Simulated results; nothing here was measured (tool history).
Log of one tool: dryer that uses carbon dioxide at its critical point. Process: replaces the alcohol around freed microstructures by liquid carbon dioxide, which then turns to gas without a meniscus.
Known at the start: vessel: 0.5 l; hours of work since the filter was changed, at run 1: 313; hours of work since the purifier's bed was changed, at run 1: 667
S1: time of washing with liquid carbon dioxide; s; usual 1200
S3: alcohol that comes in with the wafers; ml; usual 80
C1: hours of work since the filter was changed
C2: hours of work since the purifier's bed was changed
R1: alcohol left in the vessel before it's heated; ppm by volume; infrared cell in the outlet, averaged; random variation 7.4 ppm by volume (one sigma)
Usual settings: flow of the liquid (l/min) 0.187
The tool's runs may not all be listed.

Run 1, day 0.000: usual settings; C1 313; C2 667. Result: R1 563 ppm by volume.
Run 2, day 3.079: usual settings but S3 21 ml; C1 366; C2 720. Result: R1 249 ppm by volume.
Run 3, day 5.004: usual settings; C1 400; C2 754. Result: R1 617 ppm by volume.
Run 4, day 6.933: usual settings; C1 433; C2 787. Result: R1 632 ppm by volume.
Run 5, day 8.338: usual settings; C1 457; C2 812. Result: R1 637 ppm by volume.
Run 6, day 10.875: usual settings but flow of the liquid (l/min) 0.271; C1 501; C2 855. Result: R1 191 ppm by volume.
At day 11.654: inlet filter changed.
Run 7, day 13.346: usual settings but flow of the liquid (l/min) 0.271; C1 29; C2 897. Result: R1 186 ppm by volume.

Run 8 comes next. What will it give?
Run 8, day 14.950: usual settings but flow of the liquid (l/min) 0.271; C1 57; C2 925. Result: R1 ?.

Run 8 gave R1 185 ppm by volume.
Without the tool's hidden state the same run would have given R1 32 ppm by volume.

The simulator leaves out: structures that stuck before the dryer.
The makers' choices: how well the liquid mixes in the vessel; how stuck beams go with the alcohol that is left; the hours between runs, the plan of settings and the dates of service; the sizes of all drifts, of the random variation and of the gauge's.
